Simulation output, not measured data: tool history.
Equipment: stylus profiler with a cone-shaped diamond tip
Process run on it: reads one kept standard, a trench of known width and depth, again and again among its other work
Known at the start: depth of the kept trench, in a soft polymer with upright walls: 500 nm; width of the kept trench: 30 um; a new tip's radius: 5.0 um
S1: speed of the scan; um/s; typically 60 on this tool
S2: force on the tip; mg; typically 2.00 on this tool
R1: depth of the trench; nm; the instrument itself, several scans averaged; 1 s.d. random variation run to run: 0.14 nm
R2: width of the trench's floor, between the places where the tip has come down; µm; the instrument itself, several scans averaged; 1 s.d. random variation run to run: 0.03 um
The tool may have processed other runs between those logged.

run,hour,S1,S2,R1,R2
1,0.0,60,2.00,508.06,23.62
2,41.5,60,2.00,508.25,23.58
3,86.6,60,2.11,508.55,23.57
4,144.4,60,2.00,508.10,23.47
5,180.4,60,2.00,508.29,23.52
6,215.4,60,1.67,507.78,23.41
7,260.6,60,2.00,508.39,23.42
8,303.5,60,2.00,508.30,23.43
9,338.0,60,2.00,508.90,23.51
10,385.4,60,2.00,508.67,23.42
11,445.8,60,2.00,508.58,23.37
12,500.1,91,2.00,508.72,23.18
13,550.2,106,4.61,512.39,23.23
14,592.6,146,1.31,507.60,22.66
15,637.9,196,1.54,507.85,22.46
16,672.4,196,1.54,508.17,22.43
17,721.7,113,3.40,511.10,23.06
18,777.4,131,3.33,511.07,23.01
19,813.9,172,1.42,508.22,22.44
20,872.7,172,1.42,508.05,22.48

Same runs, no hidden state in the tool, same run-to-run variation:
The hidden state here: radius of the tip, um; height scale over the true one, %; drift of the gauge itself on depth_nm, %; drift of the gauge itself on floor_um, %.
run,R1,R2
1,504.84,25.36
2,504.97,25.33
3,505.21,25.35
4,504.70,25.28
5,504.85,25.35
6,504.30,25.25
7,504.85,25.29
8,504.71,25.32
9,505.26,25.41
10,504.98,25.36
11,504.82,25.33
12,504.89,25.17
13,508.47,25.25
14,503.66,24.70
15,503.87,24.52
16,504.14,24.51
17,506.99,25.16
18,506.90,25.14
19,504.03,24.58
20,503.79,24.65
